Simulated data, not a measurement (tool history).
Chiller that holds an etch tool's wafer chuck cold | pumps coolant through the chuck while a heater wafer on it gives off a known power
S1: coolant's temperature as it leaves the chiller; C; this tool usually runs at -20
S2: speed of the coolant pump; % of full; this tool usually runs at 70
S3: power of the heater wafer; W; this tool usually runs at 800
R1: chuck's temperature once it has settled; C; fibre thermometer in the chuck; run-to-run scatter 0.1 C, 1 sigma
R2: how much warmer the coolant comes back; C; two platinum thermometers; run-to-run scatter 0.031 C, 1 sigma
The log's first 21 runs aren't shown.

Run 22, hour 1490.0: usual settings but S1 -23 C, S2 67 % of full. Result: R1 -12.0 C, R2 3.24 C.
Run 23, hour 1542.2: usual settings but S1 -19 C, S2 98 % of full. Result: R1 -10.3 C, R2 2.17 C.
Run 24, hour 1588.9: usual settings but S1 -27 C, S3 403 W. Result: R1 -21.8 C, R2 1.61 C.
Run 25, hour 1650.6: usual settings but S1 -27 C, S3 639 W. Result: R1 -18.3 C, R2 2.43 C.
Run 26, hour 1702.0: usual settings but S1 -27 C, S3 639 W. Result: R1 -18.1 C, R2 2.53 C.
Run 27, hour 1782.1: usual settings but S2 60 % of full, S3 435 W. Result: R1 -13.0 C, R2 2.02 C.
Run 28, hour 1867.9: usual settings but S1 -21 C, S2 72 % of full, S3 1025 W. Result: R1 -7.3 C, R2 3.85 C.
Run 29, hour 1910.0: usual settings but S1 -21 C, S2 72 % of full, S3 1025 W. Result: R1 -7.3 C, R2 3.95 C.
Run 30, hour 1992.9: usual settings but S1 -21 C, S2 72 % of full, S3 1025 W. Result: R1 -7.2 C, R2 3.93 C.
Run 31, hour 2054.2: usual settings but S1 -21 C, S2 72 % of full, S3 1025 W. Result: R1 -6.9 C, R2 3.97 C.

Here are 5 independent what-if runs from the current tool condition. What would each one return?
Run A, hour 2139.8: usual settings but S1 -21 C, S2 72 % of full, S3 1025 W. Result: R1 ?, R2 ?.
Run B, hour 2139.8: usual settings but S1 -16 C, S2 94 % of full, S3 968 W. Result: R1 ?, R2 ?.
Run C, hour 2139.8: usual settings but S1 -29 C, S3 871 W. Result: R1 ?, R2 ?.
Run D, hour 2139.8: usual settings but S1 -21 C, S2 76 % of full, S3 432 W. Result: R1 ?, R2 ?.
Run E, hour 2139.8: usual settings but S1 -21 C, S2 72 % of full, S3 1025 W. Result: R1 ?, R2 ?.

run     R1    R2
  A   -7.0  3.97
  B   -4.8  2.85
  C  -16.8  3.46
  D  -15.1  1.66
  E   -7.1  4.01
The same runs, with their run-to-run variation unchanged, on a tool lacking any hidden condition would have given:
run     R1    R2
  A   -9.5  3.55
  B   -6.9  2.54
  C  -19.1  3.09
  D  -16.4  1.49
  E   -9.7  3.59

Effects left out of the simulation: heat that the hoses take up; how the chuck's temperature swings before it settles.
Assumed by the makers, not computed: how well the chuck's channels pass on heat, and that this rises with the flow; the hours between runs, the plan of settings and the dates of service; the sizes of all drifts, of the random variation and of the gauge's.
